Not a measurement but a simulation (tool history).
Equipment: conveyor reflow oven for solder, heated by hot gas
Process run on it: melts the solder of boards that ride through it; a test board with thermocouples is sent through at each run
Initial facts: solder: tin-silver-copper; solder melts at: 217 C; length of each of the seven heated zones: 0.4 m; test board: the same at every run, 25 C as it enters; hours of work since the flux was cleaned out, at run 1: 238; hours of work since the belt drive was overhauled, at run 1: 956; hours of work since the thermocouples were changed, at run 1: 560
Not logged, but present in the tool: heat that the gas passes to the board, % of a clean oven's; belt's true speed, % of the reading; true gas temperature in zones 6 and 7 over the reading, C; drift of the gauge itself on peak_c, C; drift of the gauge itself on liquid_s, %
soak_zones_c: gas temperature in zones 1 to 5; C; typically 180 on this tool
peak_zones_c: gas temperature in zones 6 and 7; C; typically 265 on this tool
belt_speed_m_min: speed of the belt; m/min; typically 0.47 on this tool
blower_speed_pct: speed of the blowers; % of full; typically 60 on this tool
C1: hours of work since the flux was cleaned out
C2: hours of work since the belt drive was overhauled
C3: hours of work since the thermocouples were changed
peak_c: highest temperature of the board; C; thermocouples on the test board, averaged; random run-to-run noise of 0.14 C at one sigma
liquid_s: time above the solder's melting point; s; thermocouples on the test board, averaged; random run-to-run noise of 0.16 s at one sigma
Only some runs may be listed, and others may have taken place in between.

run 1 hour=0 | soak_zones_c=180 peak_zones_c=265 belt_speed_m_min=0.47 blower_speed_pct=60 | C1=238 C2=956 C3=560 | peak_c=247.7 liquid_s=75.4
-- hour=14.2 thermocouples of zones 6 and 7 changed
run 2 hour=22.9 | soak_zones_c=180 peak_zones_c=265 belt_speed_m_min=0.47 blower_speed_pct=60 | C1=252 C2=970 C3=6 | peak_c=248.8 liquid_s=76.6
run 3 hour=71.4 | soak_zones_c=180 peak_zones_c=265 belt_speed_m_min=0.47 blower_speed_pct=60 | C1=285 C2=1003 C3=39 | peak_c=248.8 liquid_s=76.5
run 4 hour=93.7 | soak_zones_c=186 peak_zones_c=265 belt_speed_m_min=0.47 blower_speed_pct=60 | C1=301 C2=1019 C3=54 | peak_c=249.8 liquid_s=80.9
run 5 hour=141.8 | soak_zones_c=186 peak_zones_c=265 belt_speed_m_min=0.47 blower_speed_pct=60 | C1=333 C2=1051 C3=87 | peak_c=249.6 liquid_s=80.9
run 6 hour=174.3 | soak_zones_c=180 peak_zones_c=265 belt_speed_m_min=0.47 blower_speed_pct=60 | C1=356 C2=1073 C3=109 | peak_c=248.8 liquid_s=75.9
run 7 hour=216.4 | soak_zones_c=180 peak_zones_c=265 belt_speed_m_min=0.47 blower_speed_pct=60 | C1=384 C2=1102 C3=138 | peak_c=248.4 liquid_s=76
-- hour=241 flux residue cleaned out of gas plates and filters
run 8 hour=241.7 | soak_zones_c=180 peak_zones_c=265 belt_speed_m_min=0.47 blower_speed_pct=60 | C1=1 C2=1116 C3=151 | peak_c=248.1 liquid_s=75.2
run 9 hour=288.6 | soak_zones_c=180 peak_zones_c=265 belt_speed_m_min=0.47 blower_speed_pct=60 | C1=32 C2=1148 C3=183 | peak_c=247.8 liquid_s=75.1
run 10 hour=323.6 | soak_zones_c=180 peak_zones_c=265 belt_speed_m_min=0.47 blower_speed_pct=60 | C1=56 C2=1172 C3=207 | peak_c=247.5 liquid_s=75.1
-- hour=342.3 flux residue cleaned out of gas plates and filters, once more
run 11 hour=364.7 | soak_zones_c=180 peak_zones_c=265 belt_speed_m_min=0.47 blower_speed_pct=60 | C1=15 C2=1196 C3=232 | peak_c=249.1 liquid_s=77
run 12 hour=388.5 | soak_zones_c=180 peak_zones_c=265 belt_speed_m_min=0.47 blower_speed_pct=67 | C1=31 C2=1212 C3=248 | peak_c=250.8 liquid_s=79.8
run 13 hour=427.4 | soak_zones_c=180 peak_zones_c=265 belt_speed_m_min=0.47 blower_speed_pct=60 | C1=58 C2=1239 C3=274 | peak_c=248.7 liquid_s=77.2
run 14 hour=468.5 | soak_zones_c=180 peak_zones_c=265 belt_speed_m_min=0.47 blower_speed_pct=60 | C1=86 C2=1267 C3=302 | peak_c=248.7 liquid_s=77
run 15 hour=495.5 | soak_zones_c=180 peak_zones_c=265 belt_speed_m_min=0.47 blower_speed_pct=60 | C1=104 C2=1285 C3=321 | peak_c=248.5 liquid_s=77.2
run 16 hour=529.3 | soak_zones_c=180 peak_zones_c=275 belt_speed_m_min=0.546 blower_speed_pct=50 | C1=127 C2=1308 C3=344 | peak_c=247.4 liquid_s=61.5
run 17 hour=551.2 | soak_zones_c=180 peak_zones_c=275 belt_speed_m_min=0.546 blower_speed_pct=50 | C1=142 C2=1323 C3=359 | peak_c=247 liquid_s=61.5
-- hour=559.5 belt drive overhauled, speed set with a stopwatch
run 18 hour=600.4 | soak_zones_c=169 peak_zones_c=275 belt_speed_m_min=0.393 blower_speed_pct=89 | C1=173 C2=28 C3=390 | peak_c=266.1 liquid_s=104.9
run 19 hour=649.2 | soak_zones_c=169 peak_zones_c=275 belt_speed_m_min=0.393 blower_speed_pct=89 | C1=206 C2=61 C3=423 | peak_c=266 liquid_s=105.1
run 20 hour=674.5 | soak_zones_c=169 peak_zones_c=275 belt_speed_m_min=0.393 blower_speed_pct=89 | C1=223 C2=78 C3=440 | peak_c=265.9 liquid_s=104.6
run 21 hour=697.3 | soak_zones_c=169 peak_zones_c=279 belt_speed_m_min=0.413 blower_speed_pct=55 | C1=239 C2=94 C3=455 | peak_c=260.2 liquid_s=92.6
run 22 hour=746 | soak_zones_c=180 peak_zones_c=280 belt_speed_m_min=0.383 blower_speed_pct=60 | C1=272 C2=127 C3=489 | peak_c=266.1 liquid_s=112.2
run 23 hour=779.1 | soak_zones_c=180 peak_zones_c=280 belt_speed_m_min=0.383 blower_speed_pct=60 | C1=295 C2=149 C3=511 | peak_c=266.4 liquid_s=112.2
run 24 hour=824.4 | soak_zones_c=188 peak_zones_c=254 belt_speed_m_min=0.552 blower_speed_pct=78 | C1=325 C2=180 C3=542 | peak_c=239.4 liquid_s=58.8
run 25 hour=850 | soak_zones_c=188 peak_zones_c=254 belt_speed_m_min=0.552 blower_speed_pct=78 | C1=343 C2=198 C3=559 | peak_c=239.5 liquid_s=58.9
-- hour=863.7 thermocouples of zones 6 and 7 changed
run 26 hour=895.7 | soak_zones_c=188 peak_zones_c=254 belt_speed_m_min=0.552 blower_speed_pct=78 | C1=373 C2=228 C3=22 | peak_c=240.7 liquid_s=60.5
run 27 hour=922.7 | soak_zones_c=168 peak_zones_c=270 belt_speed_m_min=0.455 blower_speed_pct=60 | C1=391 C2=246 C3=40 | peak_c=251.5 liquid_s=75.2
-- hour=939.2 flux residue cleaned out of gas plates and filters
run 28 hour=960.2 | soak_zones_c=168 peak_zones_c=254 belt_speed_m_min=0.516 blower_speed_pct=60 | C1=14 C2=268 C3=62 | peak_c=234.7 liquid_s=44.8
run 29 hour=984.5 | soak_zones_c=172 peak_zones_c=278 belt_speed_m_min=0.515 blower_speed_pct=51 | C1=31 C2=285 C3=79 | peak_c=251.5 liquid_s=65.8
run 30 hour=1017.4 | soak_zones_c=186 peak_zones_c=268 belt_speed_m_min=0.443 blower_speed_pct=60 | C1=53 C2=307 C3=101 | peak_c=254.5 liquid_s=90.7

Predict each of these 3 candidate next runs independently; none follows another, all start after run 30:
run A hour=1045.1 | soak_zones_c=186 peak_zones_c=268 belt_speed_m_min=0.414 blower_speed_pct=76 | C1=72 C2=326 C3=120 | peak_c=? liquid_s=?
run B hour=1045.1 | soak_zones_c=186 peak_zones_c=268 belt_speed_m_min=0.482 blower_speed_pct=67 | C1=72 C2=326 C3=120 | peak_c=? liquid_s=?
run C hour=1045.1 | soak_zones_c=186 peak_zones_c=268 belt_speed_m_min=0.443 blower_speed_pct=71 | C1=72 C2=326 C3=120 | peak_c=? liquid_s=?

run=A peak_c=259.1 liquid_s=103
run=B peak_c=254 liquid_s=82.7
run=C peak_c=257 liquid_s=93.5
With the hidden condition removed and each run's random variation left untouched, the same runs would have given:
run=A peak_c=259.6 liquid_s=102.9
run=B peak_c=254.5 liquid_s=82.7
run=C peak_c=257.6 liquid_s=93.4

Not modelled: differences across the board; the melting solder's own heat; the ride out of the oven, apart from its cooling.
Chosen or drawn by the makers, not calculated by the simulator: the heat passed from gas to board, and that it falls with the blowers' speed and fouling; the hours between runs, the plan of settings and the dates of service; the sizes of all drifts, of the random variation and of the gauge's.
